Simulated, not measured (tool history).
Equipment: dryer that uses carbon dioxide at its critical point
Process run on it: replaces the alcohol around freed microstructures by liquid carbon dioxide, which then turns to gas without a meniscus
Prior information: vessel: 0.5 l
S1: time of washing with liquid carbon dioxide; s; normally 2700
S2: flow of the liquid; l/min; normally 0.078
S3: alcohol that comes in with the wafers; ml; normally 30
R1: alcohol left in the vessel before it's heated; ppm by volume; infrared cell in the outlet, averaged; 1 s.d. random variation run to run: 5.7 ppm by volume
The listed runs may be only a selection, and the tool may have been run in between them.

run,hour,S1,S2,S3,R1
1,0,2700,0.078,30,433
2,48.2,2700,0.078,30,474
3,68.2,2700,0.078,30,474
4,110,2700,0.078,30,491
5,150,4140,0.078,30,121
# hour 176.8: inlet filter changed
6,184.7,4140,0.078,30,96
7,208.9,4140,0.078,30,97
8,228.9,2700,0.078,30,281
9,265.9,2700,0.078,30,288
10,287.6,2700,0.0551,30,1218
11,325.7,2700,0.0551,30,1249
12,347.3,2700,0.0551,30,1261
13,369.9,2700,0.0551,30,1284
14,415.6,2700,0.0551,30,1344
15,462.9,2700,0.0551,30,1386
16,510.1,1920,0.0551,30,4243
17,549.1,2700,0.078,53,623
18,592.9,2820,0.078,30,360
19,624.9,2820,0.078,30,375
20,658.2,2820,0.078,30,402
21,690.3,2820,0.0582,30,1211
22,715.9,2820,0.0582,30,1277
23,746.2,2820,0.0582,40,1663
24,780.3,1620,0.0604,47,9531
25,813.8,1620,0.0604,47,9686
26,835.3,2700,0.078,34,602
# hour 868.4: purifier's bed changed
27,873.9,3000,0.0771,26,248
# hour 914.3: inlet filter changed
28,920.9,1980,0.0771,22,650
29,940.4,3000,0.0641,30,326
30,979.6,3000,0.0599,56,881
31,1017.7,2700,0.078,63,460
32,1044.7,2700,0.078,63,471
33,1072.6,2700,0.078,24,192
34,1098.8,2700,0.1311,96,39
35,1127.7,2700,0.0683,30,512
36,1172.3,3480,0.0484,30,779
37,1213.6,3480,0.0484,30,849
38,1236.4,3480,0.0484,30,852
39,1260.9,3480,0.0484,30,889
40,1305.3,3480,0.0484,30,930
41,1345.9,2280,0.0888,26,372
42,1366.2,2340,0.048,40,5095
43,1387.7,2340,0.048,40,5135
44,1425.7,2700,0.048,23,2024
45,1456.2,2700,0.048,23,2017
46,1501,2460,0.1021,75,411

What if the next run were any one of these 5? Each begins from the tool's condition after run 46:
A,1544.2,3120,0.112,58,?
B,1544.2,2640,0.1021,48,?
C,1544.2,2220,0.0745,27,?
D,1544.2,2580,0.078,30,?
E,1544.2,3780,0.0688,30,?

run,R1
A,88
B,217
C,1137
D,561
E,194
Had the tool no hidden state, the same runs would have come out as:
run,R1
A,18
B,62
C,577
D,233
E,62
